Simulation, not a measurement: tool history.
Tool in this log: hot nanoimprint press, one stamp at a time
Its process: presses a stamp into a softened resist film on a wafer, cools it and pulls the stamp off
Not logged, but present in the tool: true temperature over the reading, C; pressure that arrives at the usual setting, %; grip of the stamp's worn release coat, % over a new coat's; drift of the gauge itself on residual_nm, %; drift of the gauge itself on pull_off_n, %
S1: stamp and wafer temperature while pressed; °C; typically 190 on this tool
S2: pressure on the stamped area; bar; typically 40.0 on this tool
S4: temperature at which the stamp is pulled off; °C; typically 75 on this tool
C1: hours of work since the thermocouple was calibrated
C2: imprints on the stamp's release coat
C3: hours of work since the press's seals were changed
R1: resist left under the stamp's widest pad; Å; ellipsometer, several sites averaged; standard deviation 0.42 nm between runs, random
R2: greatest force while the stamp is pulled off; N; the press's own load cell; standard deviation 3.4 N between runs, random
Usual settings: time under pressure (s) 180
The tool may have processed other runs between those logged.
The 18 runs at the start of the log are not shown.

run 19 day=44.883 | S1=190 S2=40.0 time_under_pressure_(s)=331 S4=81 | C1=263 C2=360 C3=499 | R1=882 R2=244
run 20 day=47.146 | S1=190 S2=40.0 time_under_pressure_(s)=331 S4=81 | C1=297 C2=473 C3=532 | R1=878 R2=260
run 21 day=49.946 | S1=189 S2=40.8 time_under_pressure_(s)=112 S4=67 | C1=339 C2=612 C3=574 | R1=1351 R2=292
run 22 day=51.938 | S1=192 S2=26.8 time_under_pressure_(s)=135 S4=68 | C1=369 C2=712 C3=604 | R1=1334 R2=297
run 23 day=54.492 | S1=192 S2=26.8 time_under_pressure_(s)=135 S4=68 | C1=407 C2=839 C3=642 | R1=1325 R2=303
-- day=56.888 stamp cleaned and given a new release coat
-- day=58.121 press's hydraulic seals changed and the load cell set to zero
run 24 day=58.121 | S1=180 S2=40.0 time_under_pressure_(s)=180 S4=64 | C1=452 C2=45 C3=0 | R1=1618 R2=253
-- day=60.112 plate thermocouple calibrated
run 25 day=62.079 | S1=179 S2=39.2 time_under_pressure_(s)=126 S4=78 | C1=29 C2=236 C3=57 | R1=1941 R2=249
run 26 day=65.271 | S1=193 S2=31.9 time_under_pressure_(s)=121 S4=78 | C1=77 C2=395 C3=105 | R1=1274 R2=255
run 27 day=69.017 | S1=193 S2=33.7 time_under_pressure_(s)=121 S4=78 | C1=133 C2=582 C3=161 | R1=1241 R2=273
run 28 day=71.142 | S1=190 S2=39.9 time_under_pressure_(s)=192 S4=75 | C1=165 C2=688 C3=193 | R1=1093 R2=289
run 29 day=73.258 | S1=194 S2=39.9 time_under_pressure_(s)=109 S4=74 | C1=197 C2=793 C3=225 | R1=1131 R2=291
-- day=76.512 stamp cleaned and given a new release coat
run 30 day=76.512 | S1=178 S2=34.5 time_under_pressure_(s)=180 S4=71 | C1=242 C2=0 C3=270 | R1=1898 R2=244

3 ways to go on from here, each from the tool as it stands after run 30. What would each give?
run A day=78.333 | S1=189 S2=40.0 time_under_pressure_(s)=309 S4=75 | C1=269 C2=91 C3=297 | R1=? R2=?
run B day=78.333 | S1=190 S2=40.0 time_under_pressure_(s)=180 S4=61 | C1=269 C2=91 C3=297 | R1=? R2=?
run C day=78.333 | S1=200 S2=34.5 time_under_pressure_(s)=180 S4=71 | C1=269 C2=91 C3=297 | R1=? R2=?

run=A R1=952 R2=239
run=B R1=1109 R2=257
run=C R1=755 R2=248
Stripped of hidden state, with their random variation kept, the same runs would have yielded:
run=A R1=990 R2=235
run=B R1=1150 R2=252
run=C R1=783 R2=243

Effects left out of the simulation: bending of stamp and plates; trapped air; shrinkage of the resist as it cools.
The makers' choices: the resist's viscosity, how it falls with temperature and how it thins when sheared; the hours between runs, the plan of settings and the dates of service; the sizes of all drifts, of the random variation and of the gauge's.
